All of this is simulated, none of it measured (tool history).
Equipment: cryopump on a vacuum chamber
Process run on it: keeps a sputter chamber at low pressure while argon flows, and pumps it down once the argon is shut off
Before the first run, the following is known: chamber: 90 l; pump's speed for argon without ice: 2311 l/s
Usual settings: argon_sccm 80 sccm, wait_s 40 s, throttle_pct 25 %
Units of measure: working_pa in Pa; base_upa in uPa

Run 1, hour 0: usual settings. Result: working_pa 0.2362 Pa, base_upa 1.65 uPa.
Run 2, hour 45.3: usual settings. Result: working_pa 0.2375 Pa, base_upa 1.72 uPa.
Run 3, hour 90.1: usual settings but throttle_pct 16 %. Result: working_pa 0.3718 Pa, base_upa 1.77 uPa.
Run 4, hour 160.7: usual settings but argon_sccm 52 sccm. Result: working_pa 0.155 Pa, base_upa 1.7 uPa.
Run 5, hour 219.9: usual settings but argon_sccm 52 sccm. Result: working_pa 0.1569 Pa, base_upa 1.77 uPa.
Run 6, hour 271.7: usual settings. Result: working_pa 0.2424 Pa, base_upa 1.85 uPa.
Run 7, hour 325.6: usual settings but argon_sccm 45 sccm. Result: working_pa 0.1381 Pa, base_upa 1.89 uPa.
Run 8, hour 399.6: usual settings but argon_sccm 45 sccm. Result: working_pa 0.1392 Pa, base_upa 1.92 uPa.
Run 9, hour 429.9: usual settings but argon_sccm 45 sccm, throttle_pct 50 %. Result: working_pa 0.0742 Pa, base_upa 1.95 uPa.
Run 10, hour 463.3: usual settings but argon_sccm 45 sccm, throttle_pct 50 %. Result: working_pa 0.0747 Pa, base_upa 2 uPa.
Run 11, hour 534.2: usual settings but argon_sccm 45 sccm, throttle_pct 50 %. Result: working_pa 0.0763 Pa, base_upa 2.05 uPa.
Run 12, hour 587.6: usual settings but argon_sccm 45 sccm, throttle_pct 50 %. Result: working_pa 0.0769 Pa, base_upa 2.08 uPa.
Run 13, hour 636.2: usual settings. Result: working_pa 0.2566 Pa, base_upa 2.24 uPa.
Run 14, hour 707.3: usual settings. Result: working_pa 0.2587 Pa, base_upa 2.19 uPa.
Run 15, hour 754.2: usual settings but throttle_pct 57 %. Result: working_pa 0.1297 Pa, base_upa 2.27 uPa.
Run 16, hour 811.2: usual settings but wait_s 72 s. Result: working_pa 0.2638 Pa, base_upa 1.97 uPa.
Run 17, hour 849.6: usual settings but wait_s 72 s. Result: working_pa 0.2656 Pa, base_upa 1.96 uPa.
At hour 896.2: pump warmed up, emptied and cooled again.
Run 18, hour 898.6: usual settings but wait_s 21 s, throttle_pct 41 %. Result: working_pa 0.143 Pa, base_upa 2.54 uPa.
Run 19, hour 938.2: usual settings but wait_s 21 s, throttle_pct 41 %. Result: working_pa 0.1446 Pa, base_upa 2.54 uPa.
Run 20, hour 985.7: usual settings but wait_s 21 s, throttle_pct 41 %. Result: working_pa 0.145 Pa, base_upa 2.63 uPa.
Run 21, hour 1021.4: usual settings but wait_s 21 s, throttle_pct 41 %. Result: working_pa 0.1464 Pa, base_upa 2.58 uPa.
Run 22, hour 1081.6: usual settings but wait_s 21 s, throttle_pct 41 %. Result: working_pa 0.1468 Pa, base_upa 2.59 uPa.
Run 23, hour 1152.5: usual settings but wait_s 21 s, throttle_pct 41 %. Result: working_pa 0.1501 Pa, base_upa 2.72 uPa.
Run 24, hour 1205.3: usual settings but argon_sccm 71 sccm, wait_s 286 s, throttle_pct 42 %. Result: working_pa 0.1306 Pa, base_upa 1.45 uPa.
Run 25, hour 1263.9: usual settings but argon_sccm 105 sccm, wait_s 205 s, throttle_pct 34 %. Result: working_pa 0.2382 Pa, base_upa 1.54 uPa.
Run 26, hour 1331.1: usual settings but argon_sccm 71 sccm, throttle_pct 42 %. Result: working_pa 0.1329 Pa, base_upa 2.15 uPa.
Run 27, hour 1393.3: usual settings but throttle_pct 26 %. Result: working_pa 0.236 Pa, base_upa 2.2 uPa.
Run 28, hour 1452.4: usual settings but argon_sccm 63 sccm, wait_s 172 s, throttle_pct 30 %. Result: working_pa 0.1661 Pa, base_upa 1.7 uPa.
Run 29, hour 1487.8: usual settings but argon_sccm 63 sccm, wait_s 172 s, throttle_pct 30 %. Result: working_pa 0.1667 Pa, base_upa 1.74 uPa.
Run 30, hour 1522.6: usual settings but argon_sccm 83 sccm, wait_s 176 s. Result: working_pa 0.2606 Pa, base_upa 1.78 uPa.
Run 31, hour 1592.2: usual settings but argon_sccm 98 sccm, throttle_pct 44 %. Result: working_pa 0.1875 Pa, base_upa 2.4 uPa.
Run 32, hour 1665.5: usual settings but argon_sccm 98 sccm, throttle_pct 44 %. Result: working_pa 0.1914 Pa, base_upa 2.47 uPa.
Run 33, hour 1712.6: usual settings but argon_sccm 98 sccm, throttle_pct 44 %. Result: working_pa 0.1923 Pa, base_upa 2.61 uPa.

Consider 4 possible next runs. They are alternatives, not a sequence: every one starts from the tool as it was left by run 33. What does each give?
Run A, hour 1769.2: usual settings but argon_sccm 117 sccm, wait_s 93 s, throttle_pct 30 %. Result: working_pa ?, base_upa ?.
Run B, hour 1769.2: usual settings but argon_sccm 56 sccm, wait_s 242 s. Result: working_pa ?, base_upa ?.
Run C, hour 1769.2: usual settings but argon_sccm 118 sccm, wait_s 70 s, throttle_pct 40 %. Result: working_pa ?, base_upa ?.
Run D, hour 1769.2: usual settings but argon_sccm 98 sccm, wait_s 188 s, throttle_pct 35 %. Result: working_pa ?, base_upa ?.

run  working_pa  base_upa
  A      0.3245      2.25
  B      0.1818      1.98
  C      0.2544      2.29
  D       0.235      2.09
With no hidden state in the tool, these same runs would have given:
run  working_pa  base_upa
  A      0.2858      0.48
  B      0.1634      0.26
  C      0.2155      0.56
  D      0.2029      0.32
